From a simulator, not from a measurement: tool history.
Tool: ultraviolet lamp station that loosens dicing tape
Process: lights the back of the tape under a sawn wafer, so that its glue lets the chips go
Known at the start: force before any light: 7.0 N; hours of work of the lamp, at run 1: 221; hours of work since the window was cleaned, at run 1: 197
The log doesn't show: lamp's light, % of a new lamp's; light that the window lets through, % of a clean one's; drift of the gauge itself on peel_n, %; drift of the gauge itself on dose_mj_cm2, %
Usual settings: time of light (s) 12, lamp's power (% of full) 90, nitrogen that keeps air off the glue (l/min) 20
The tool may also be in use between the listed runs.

run,hour,time of light (s),lamp's power (% of full),nitrogen that keeps air off the glue (l/min),hours of work of the lamp,hours of work since the window was cleaned,force that peels the tape off (N),light that reached the tape (J/m2)
1,0.0,12,90,20,221,197,0.232,2660
2,19.9,12,90,20,233,209,0.234,2710
3,47.8,12,90,20,249,225,0.222,2640
4,65.5,12,90,20,259,236,0.238,2710
5,79.8,21,90,20,268,244,0.122,4670
6,97.0,17,74,20,278,254,0.173,3120
7,112.5,15,61,17,287,263,0.365,2280
8,135.6,12,96,7,301,277,0.373,2860
9,151.1,7,85,7,310,286,1.332,1490
10,177.5,7,85,7,325,301,1.359,1480

5 ways to go on from here, each from the tool as it stands after run 10. What would each give?
A,200.1,7,98,20,339,315,?,?
B,200.1,19,98,31,339,315,?,?
C,200.1,24,98,13,339,315,?,?
D,200.1,7,73,7,339,315,?,?
E,200.1,21,96,11,339,315,?,?

run,force that peels the tape off (N),light that reached the tape (J/m2)
A,0.641,1720
B,0.128,4640
C,0.122,5750
D,1.637,1280
E,0.125,5000
Without the tool's hidden state the same runs would have given:
run,force that peels the tape off (N),light that reached the tape (J/m2)
A,0.639,1720
B,0.128,4650
C,0.122,5760
D,1.634,1280
E,0.125,5000
